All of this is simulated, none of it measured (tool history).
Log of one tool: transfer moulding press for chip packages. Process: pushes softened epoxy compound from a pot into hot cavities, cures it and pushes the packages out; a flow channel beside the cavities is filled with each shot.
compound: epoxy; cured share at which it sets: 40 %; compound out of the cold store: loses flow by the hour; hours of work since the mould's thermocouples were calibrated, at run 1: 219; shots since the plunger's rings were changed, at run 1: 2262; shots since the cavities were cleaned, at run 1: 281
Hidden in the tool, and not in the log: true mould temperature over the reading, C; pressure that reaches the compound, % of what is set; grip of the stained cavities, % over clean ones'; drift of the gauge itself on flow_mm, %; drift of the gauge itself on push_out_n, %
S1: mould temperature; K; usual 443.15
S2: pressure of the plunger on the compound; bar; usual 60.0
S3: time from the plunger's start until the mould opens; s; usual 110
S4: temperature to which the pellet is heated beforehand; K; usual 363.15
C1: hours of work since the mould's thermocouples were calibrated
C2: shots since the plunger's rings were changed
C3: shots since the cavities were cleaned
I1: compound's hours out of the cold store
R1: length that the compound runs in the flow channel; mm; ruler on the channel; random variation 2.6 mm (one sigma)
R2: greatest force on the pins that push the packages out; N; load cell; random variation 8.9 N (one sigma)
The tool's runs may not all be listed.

Run 1, hour 0.0: usual settings; C1 219; C2 2262; C3 281; I1 13.0. Result: R1 727 mm, R2 479 N.
Run 2, hour 23.3: usual settings; C1 230; C2 2454; C3 473; I1 23.7. Result: R1 687 mm, R2 540 N.
Run 3, hour 54.0: usual settings; C1 244; C2 2709; C3 728; I1 23.6. Result: R1 680 mm, R2 592 N.
At hour 61.5: plunger's sealing rings changed.
Run 4, hour 71.6: usual settings; C1 251; C2 84; C3 853; I1 29.5. Result: R1 696 mm, R2 591 N.
At hour 95.8: cavities cleaned with cleaning compound and waxed.
Run 5, hour 95.8: usual settings; C1 262; C2 271; C3 0; I1 44.0. Result: R1 651 mm, R2 389 N.
Run 6, hour 126.9: usual settings; C1 277; C2 528; C3 257; I1 37.2. Result: R1 670 mm, R2 496 N.
Run 7, hour 149.6: usual settings; C1 287; C2 716; C3 445; I1 27.9. Result: R1 697 mm, R2 540 N.
Run 8, hour 172.9: usual settings; C1 298; C2 909; C3 638; I1 26.5. Result: R1 699 mm, R2 587 N.
Run 9, hour 198.7: usual settings but S2 54.1 bar; C1 311; C2 1123; C3 852; I1 32.1. Result: R1 642 mm, R2 620 N.
Run 10, hour 219.3: usual settings but S1 442.15 K; C1 320; C2 1293; C3 1022; I1 17.4. Result: R1 725 mm, R2 677 N.
At hour 223.5: cavities cleaned with cleaning compound and waxed.
Run 11, hour 247.2: usual settings but S1 448.15 K; C1 333; C2 1511; C3 196; I1 13.8. Result: R1 721 mm, R2 464 N.
Run 12, hour 274.8: usual settings but S1 448.15 K; C1 346; C2 1740; C3 425; I1 17.7. Result: R1 697 mm, R2 512 N.
At hour 279.4: mould's thermocouples calibrated.
Run 13, hour 303.9: usual settings but S4 359.15 K; C1 12; C2 1964; C3 649; I1 27.8. Result: R1 681 mm, R2 582 N.
Run 14, hour 324.7: usual settings but S1 445.15 K, S4 353.15 K; C1 21; C2 2136; C3 821; I1 13.7. Result: R1 721 mm, R2 598 N.
Run 15, hour 343.7: usual settings but S2 61.8 bar, S4 355.15 K; C1 30; C2 2293; C3 978; I1 35.1. Result: R1 661 mm, R2 643 N.
At hour 354.6: cavities cleaned with cleaning compound and waxed.
Run 16, hour 361.7: usual settings but S2 61.8 bar, S4 355.15 K; C1 38; C2 2429; C3 58; I1 14.8. Result: R1 730 mm, R2 413 N.
Run 17, hour 382.6: usual settings but S3 133 s, S4 355.15 K; C1 48; C2 2602; C3 231; I1 32.9. Result: R1 658 mm, R2 460 N.
At hour 403.7: plunger's sealing rings changed.
Run 18, hour 403.7: usual settings but S3 133 s, S4 355.15 K; C1 57; C2 0; C3 385; I1 21.2. Result: R1 733 mm, R2 495 N.
Run 19, hour 425.1: usual settings but S1 441.15 K, S3 121 s; C1 67; C2 177; C3 562; I1 11.9. Result: R1 769 mm, R2 585 N.
Run 20, hour 446.6: usual settings but S1 441.15 K, S3 121 s; C1 77; C2 355; C3 740; I1 23.1. Result: R1 724 mm, R2 595 N.
Run 21, hour 465.0: usual settings but S1 451.15 K, S2 55.0 bar, S3 121 s; C1 86; C2 507; C3 892; I1 36.1. Result: R1 622 mm, R2 605 N.
At hour 484.3: cavities cleaned with cleaning compound and waxed.
Run 22, hour 485.2: usual settings but S1 451.15 K, S2 55.9 bar, S3 121 s; C1 95; C2 662; C3 7; I1 43.0. Result: R1 609 mm, R2 370 N.
Run 23, hour 514.8: usual settings but S1 451.15 K, S2 55.9 bar, S3 121 s; C1 109; C2 907; C3 252; I1 9.5. Result: R1 708 mm, R2 452 N.
Run 24, hour 542.5: usual settings but S4 358.15 K; C1 122; C2 1136; C3 481; I1 44.9. Result: R1 642 mm, R2 550 N.
Run 25, hour 561.2: usual settings but S2 47.4 bar, S4 354.15 K; C1 131; C2 1290; C3 635; I1 47.7. Result: R1 557 mm, R2 581 N.

Forecast each of these 5 alternatives for the next run:
Run A, hour 576.1: usual settings but S4 366.15 K; C1 138; C2 1414; C3 759; I1 24.0. Result: R1 ?, R2 ?.
Run B, hour 576.1: usual settings but S1 444.15 K, S2 58.5 bar, S3 111 s, S4 354.15 K; C1 138; C2 1414; C3 759; I1 32.1. Result: R1 ?, R2 ?.
Run C, hour 576.1: usual settings but S1 439.15 K, S2 47.4 bar, S3 91 s, S4 356.15 K; C1 138; C2 1414; C3 759; I1 42.3. Result: R1 ?, R2 ?.
Run D, hour 576.1: usual settings but S4 354.15 K; C1 138; C2 1414; C3 759; I1 44.6. Result: R1 ?, R2 ?.
Run E, hour 576.1: usual settings but S1 437.15 K, S2 48.3 bar, S3 130 s; C1 138; C2 1414; C3 759; I1 41.0. Result: R1 ?, R2 ?.

run   R1   R2
  A  703  629
  B  664  595
  C  582  917
  D  635  602
  E  596  640
Without the tool's hidden state the same runs would have given:
run   R1   R2
  A  724  406
  B  684  386
  C  599  603
  D  654  390
  E  614  417
